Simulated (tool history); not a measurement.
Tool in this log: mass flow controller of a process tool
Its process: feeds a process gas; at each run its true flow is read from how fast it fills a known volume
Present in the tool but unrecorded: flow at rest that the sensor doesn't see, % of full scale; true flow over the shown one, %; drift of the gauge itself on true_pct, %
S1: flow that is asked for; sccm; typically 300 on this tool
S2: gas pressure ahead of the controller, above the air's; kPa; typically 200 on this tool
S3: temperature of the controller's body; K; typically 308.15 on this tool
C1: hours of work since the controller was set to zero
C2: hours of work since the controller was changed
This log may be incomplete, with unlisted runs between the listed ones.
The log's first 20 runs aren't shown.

Run 21, hour 3222.2: usual settings but S1 111 sccm, S2 274 kPa, S3 306.15 K; C1 1422; C2 6164. Result: true flow (%) 104.79.
Run 22, hour 3422.0: usual settings but S1 487 sccm, S2 192 kPa; C1 1556; C2 6299. Result: true flow (%) 104.91.
Run 23, hour 3618.1: usual settings but S2 163 kPa, S3 295.15 K; C1 1689; C2 6431. Result: true flow (%) 103.36.
Run 24, hour 3814.8: usual settings but S2 163 kPa, S3 295.15 K; C1 1821; C2 6563. Result: true flow (%) 103.39.
Run 25, hour 3917.8: usual settings but S1 73 sccm, S2 272 kPa, S3 295.15 K; C1 1890; C2 6633. Result: true flow (%) 105.29.
Run 26, hour 4019.8: usual settings but S1 451 sccm, S2 223 kPa, S3 295.15 K; C1 1959; C2 6701. Result: true flow (%) 103.92.
Run 27, hour 4166.7: usual settings but S3 302.15 K; C1 2058; C2 6800. Result: true flow (%) 104.50.
Run 28, hour 4335.8: usual settings but S1 266 sccm, S2 275 kPa, S3 304.15 K; C1 2172; C2 6914. Result: true flow (%) 104.86.
Run 29, hour 4527.4: usual settings but S1 266 sccm, S2 275 kPa, S3 304.15 K; C1 2301; C2 7043. Result: true flow (%) 105.00.
Run 30, hour 4657.1: usual settings but S1 266 sccm, S2 275 kPa, S3 304.15 K; C1 2388; C2 7130. Result: true flow (%) 104.98.
Run 31, hour 4776.7: usual settings but S1 266 sccm, S2 275 kPa, S3 304.15 K; C1 2469; C2 7211. Result: true flow (%) 105.01.
Run 32, hour 4959.8: usual settings but S1 266 sccm, S2 275 kPa, S3 304.15 K; C1 2592; C2 7334. Result: true flow (%) 105.39.
Run 33, hour 5116.0: usual settings but S1 62 sccm, S3 309.15 K; C1 2697; C2 7439. Result: true flow (%) 108.91.
Run 34, hour 5288.8: usual settings but S1 198 sccm, S2 189 kPa, S3 304.15 K; C1 2814; C2 7556. Result: true flow (%) 105.54.
Run 35, hour 5420.3: usual settings but S1 70 sccm, S3 312.15 K; C1 2902; C2 7644. Result: true flow (%) 109.19.
Run 36, hour 5538.0: usual settings but S1 466 sccm, S3 312.15 K; C1 2981; C2 7724. Result: true flow (%) 106.42.
Run 37, hour 5714.5: usual settings but S1 80 sccm, S2 144 kPa, S3 312.15 K; C1 3100; C2 7842. Result: true flow (%) 108.99.
Run 38, hour 5855.6: usual settings but S1 59 sccm, S2 257 kPa, S3 307.15 K; C1 3195; C2 7937. Result: true flow (%) 110.15.
Run 39, hour 5983.3: usual settings but S1 269 sccm, S2 173 kPa, S3 307.15 K; C1 3281; C2 8023. Result: true flow (%) 105.96.
Run 40, hour 6180.8: usual settings but S1 87 sccm, S2 201 kPa, S3 307.15 K; C1 3414; C2 8156. Result: true flow (%) 108.81.

Alternative continuations, all from the tool just after run 40; predict every row:
Run A, hour 6284.4: usual settings but S2 216 kPa; C1 3484; C2 8226. Result: true flow (%) ?.
Run B, hour 6284.4: usual settings but S1 172 sccm, S2 194 kPa, S3 297.15 K; C1 3484; C2 8226. Result: true flow (%) ?.
Run C, hour 6284.4: usual settings but S3 295.15 K; C1 3484; C2 8226. Result: true flow (%) ?.
Run D, hour 6284.4: usual settings but S1 73 sccm, S2 201 kPa, S3 307.15 K; C1 3484; C2 8226. Result: true flow (%) ?.
Run E, hour 6284.4: usual settings but S1 87 sccm, S2 203 kPa, S3 294.15 K; C1 3484; C2 8226. Result: true flow (%) ?.

run  true flow (%)
  A         106.40
  B         105.80
  C         105.13
  D         109.67
  E         107.63
Had the tool no hidden state, the same runs would have come out as:
run  true flow (%)
  A         100.36
  B          98.75
  C          99.09
  D          99.44
  E          98.28
